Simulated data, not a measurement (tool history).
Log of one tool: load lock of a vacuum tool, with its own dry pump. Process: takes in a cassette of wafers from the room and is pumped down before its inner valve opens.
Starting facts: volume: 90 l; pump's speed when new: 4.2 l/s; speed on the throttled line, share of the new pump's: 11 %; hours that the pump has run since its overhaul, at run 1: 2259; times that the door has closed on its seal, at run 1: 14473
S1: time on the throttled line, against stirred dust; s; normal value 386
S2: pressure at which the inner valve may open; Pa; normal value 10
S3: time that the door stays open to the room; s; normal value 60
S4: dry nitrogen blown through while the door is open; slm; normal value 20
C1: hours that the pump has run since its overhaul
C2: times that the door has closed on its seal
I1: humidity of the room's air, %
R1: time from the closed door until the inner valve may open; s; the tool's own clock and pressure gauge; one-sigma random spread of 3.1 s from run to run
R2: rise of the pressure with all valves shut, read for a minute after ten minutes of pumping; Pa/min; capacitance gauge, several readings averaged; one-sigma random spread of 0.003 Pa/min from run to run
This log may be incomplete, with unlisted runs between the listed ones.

{"run": 1, "hour": 0.0, "S1": 386, "S2": 10, "S3": 60, "S4": 20, "C1": 2259, "C2": 14473, "I1": 46.1, "R1": 539.7, "R2": 0.163}
{"run": 2, "hour": 133.9, "S1": 386, "S2": 10, "S3": 60, "S4": 20, "C1": 2393, "C2": 14637, "I1": 47.1, "R1": 543.2, "R2": 0.172}
{"run": 3, "hour": 233.3, "S1": 386, "S2": 10, "S3": 60, "S4": 20, "C1": 2493, "C2": 14759, "I1": 46, "R1": 539.9, "R2": 0.17}
{"run": 4, "hour": 366.5, "S1": 386, "S2": 10, "S3": 60, "S4": 20, "C1": 2626, "C2": 14923, "I1": 43.3, "R1": 543, "R2": 0.173}
{"run": 5, "hour": 431.3, "S1": 386, "S2": 15, "S3": 60, "S4": 20, "C1": 2691, "C2": 15002, "I1": 46.9, "R1": 533.6, "R2": 0.171}
{"run": 6, "hour": 514.3, "S1": 386, "S2": 15, "S3": 60, "S4": 20, "C1": 2774, "C2": 15104, "I1": 44.5, "R1": 536, "R2": 0.175}
{"run": 7, "hour": 633.5, "S1": 386, "S2": 10, "S3": 60, "S4": 20, "C1": 2893, "C2": 15250, "I1": 42.8, "R1": 543.3, "R2": 0.179}
{"run": 8, "hour": 745.7, "S1": 655, "S2": 10, "S3": 60, "S4": 20, "C1": 3005, "C2": 15388, "I1": 45.8, "R1": 776, "R2": 0.182}
{"run": 9, "hour": 844.6, "S1": 655, "S2": 10, "S3": 60, "S4": 20, "C1": 3104, "C2": 15509, "I1": 45.2, "R1": 780.8, "R2": 0.183}
{"run": 10, "hour": 949.9, "S1": 655, "S2": 10, "S3": 60, "S4": 20, "C1": 3209, "C2": 15639, "I1": 41.6, "R1": 781.4, "R2": 0.18}
{"run": 11, "hour": 1087.3, "S1": 655, "S2": 10, "S3": 60, "S4": 20, "C1": 3347, "C2": 15807, "I1": 46.2, "R1": 777.8, "R2": 0.187}
{"run": 12, "hour": 1159.8, "S1": 655, "S2": 10, "S3": 60, "S4": 20, "C1": 3419, "C2": 15896, "I1": 45.3, "R1": 784.3, "R2": 0.189}
{"run": 13, "hour": 1281.4, "S1": 655, "S2": 10, "S3": 60, "S4": 20, "C1": 3541, "C2": 16045, "I1": 46.1, "R1": 788.7, "R2": 0.197}
{"run": 14, "hour": 1366.8, "S1": 655, "S2": 10, "S3": 60, "S4": 20, "C1": 3626, "C2": 16150, "I1": 43.8, "R1": 790.8, "R2": 0.188}
{"run": 15, "hour": 1460.0, "S1": 386, "S2": 10, "S3": 60, "S4": 20, "C1": 3719, "C2": 16264, "I1": 42.7, "R1": 539.4, "R2": 0.191}
{"run": 16, "hour": 1527.8, "S1": 386, "S2": 13, "S3": 60, "S4": 20, "C1": 3787, "C2": 16348, "I1": 45.1, "R1": 537.1, "R2": 0.193}
{"run": 17, "hour": 1670.2, "S1": 386, "S2": 13, "S3": 60, "S4": 20, "C1": 3930, "C2": 16522, "I1": 43.5, "R1": 537.2, "R2": 0.196}
{"run": 18, "hour": 1784.8, "S1": 386, "S2": 10, "S3": 60, "S4": 20, "C1": 4044, "C2": 16663, "I1": 44.1, "R1": 550.1, "R2": 0.201}
{"run": 19, "hour": 1858.6, "S1": 386, "S2": 12, "S3": 60, "S4": 20, "C1": 4118, "C2": 16754, "I1": 44.2, "R1": 540.7, "R2": 0.205}
{"run": 20, "hour": 1959.7, "S1": 386, "S2": 12, "S3": 60, "S4": 20, "C1": 4219, "C2": 16878, "I1": 42.3, "R1": 540.4, "R2": 0.206}
{"run": 21, "hour": 2082.1, "S1": 386, "S2": 12, "S3": 60, "S4": 20, "C1": 4341, "C2": 17028, "I1": 43.3, "R1": 544.4, "R2": 0.211}
{"run": 22, "hour": 2215.7, "S1": 386, "S2": 12, "S3": 60, "S4": 20, "C1": 4475, "C2": 17192, "I1": 46.6, "R1": 538, "R2": 0.209}
{"run": 23, "hour": 2339.5, "S1": 196, "S2": 13, "S3": 60, "S4": 5, "C1": 4599, "C2": 17344, "I1": 43.3, "R1": 369, "R2": 0.232}
{"run": 24, "hour": 2430.6, "S1": 535, "S2": 10, "S3": 30, "S4": 20, "C1": 4690, "C2": 17455, "I1": 46.8, "R1": 675.7, "R2": 0.208}
{"run": 25, "hour": 2535.1, "S1": 535, "S2": 10, "S3": 30, "S4": 20, "C1": 4795, "C2": 17584, "I1": 44.7, "R1": 666.8, "R2": 0.211}
{"run": 26, "hour": 2594.7, "S1": 744, "S2": 18, "S3": 117, "S4": 20, "C1": 4854, "C2": 17657, "I1": 43, "R1": 848.8, "R2": 0.225}
{"run": 27, "hour": 2659.9, "S1": 744, "S2": 18, "S3": 117, "S4": 20, "C1": 4919, "C2": 17737, "I1": 43.7, "R1": 857.7, "R2": 0.225}
{"run": 28, "hour": 2745.1, "S1": 386, "S2": 15, "S3": 225, "S4": 20, "C1": 5005, "C2": 17841, "I1": 42.3, "R1": 535.1, "R2": 0.234}
{"run": 29, "hour": 2819.5, "S1": 386, "S2": 10, "S3": 60, "S4": 10, "C1": 5079, "C2": 17933, "I1": 42.3, "R1": 547.9, "R2": 0.233}
{"run": 30, "hour": 2943.3, "S1": 318, "S2": 16, "S3": 60, "S4": 5, "C1": 5203, "C2": 18084, "I1": 46.3, "R1": 472.7, "R2": 0.25}
{"run": 31, "hour": 3055.1, "S1": 479, "S2": 16, "S3": 219, "S4": 6, "C1": 5315, "C2": 18222, "I1": 45.8, "R1": 619.1, "R2": 0.281}
{"run": 32, "hour": 3148.9, "S1": 440, "S2": 11, "S3": 113, "S4": 13, "C1": 5408, "C2": 18337, "I1": 44, "R1": 593.9, "R2": 0.24}
{"run": 33, "hour": 3286.8, "S1": 296, "S2": 11, "S3": 113, "S4": 13, "C1": 5546, "C2": 18506, "I1": 46.2, "R1": 461.8, "R2": 0.245}
{"run": 34, "hour": 3394.8, "S1": 220, "S2": 16, "S3": 60, "S4": 20, "C1": 5654, "C2": 18638, "I1": 46.4, "R1": 388.8, "R2": 0.232}
{"run": 35, "hour": 3522.4, "S1": 220, "S2": 16, "S3": 60, "S4": 20, "C1": 5782, "C2": 18795, "I1": 48.4, "R1": 387.1, "R2": 0.245}
{"run": 36, "hour": 3596.3, "S1": 206, "S2": 10, "S3": 50, "S4": 20, "C1": 5856, "C2": 18886, "I1": 42.3, "R1": 388.1, "R2": 0.227}
{"run": 37, "hour": 3694.7, "S1": 714, "S2": 10, "S3": 50, "S4": 4, "C1": 5954, "C2": 19006, "I1": 44.2, "R1": 836.4, "R2": 0.258}
{"run": 38, "hour": 3842.1, "S1": 488, "S2": 11, "S3": 50, "S4": 4, "C1": 6102, "C2": 19187, "I1": 44.9, "R1": 632.6, "R2": 0.261}

Results for each run, recomputed without the tool's hidden state and with each run's random variation untouched:
Hidden state at play: pump's speed, % of a new pump's; leak at the door's seal, Pa l/s; drift of the gauge itself on ready_s, %; drift of the gauge itself on rise_pa_min, %.
run=1 R1=538.6 R2=0.025
run=2 R1=542 R2=0.029
run=3 R1=538.6 R2=0.027
run=4 R1=541.6 R2=0.024
run=5 R1=532.6 R2=0.025
run=6 R1=534.9 R2=0.028
run=7 R1=541.7 R2=0.029
run=8 R1=774.9 R2=0.027
run=9 R1=779.7 R2=0.03
run=10 R1=780.2 R2=0.022
run=11 R1=776.5 R2=0.029
run=12 R1=782.9 R2=0.027
run=13 R1=787.3 R2=0.031
run=14 R1=789.3 R2=0.024
run=15 R1=537 R2=0.024
run=16 R1=535.1 R2=0.027
run=17 R1=535.2 R2=0.024
run=18 R1=547.5 R2=0.026
run=19 R1=538.5 R2=0.027
run=20 R1=538.1 R2=0.029
run=21 R1=542 R2=0.031
run=22 R1=535.5 R2=0.027
run=23 R1=366 R2=0.049
run=24 R1=673.2 R2=0.02
run=25 R1=664.2 R2=0.021
run=26 R1=846.5 R2=0.031
run=27 R1=855.3 R2=0.035
run=28 R1=532.3 R2=0.041
run=29 R1=544.3 R2=0.04
run=30 R1=469.6 R2=0.055
run=31 R1=616.2 R2=0.081
run=32 R1=590.6 R2=0.039
run=33 R1=458 R2=0.042
run=34 R1=384.5 R2=0.024
run=35 R1=382.8 R2=0.031
run=36 R1=383.8 R2=0.019
run=37 R1=833.4 R2=0.045
run=38 R1=628.5 R2=0.046
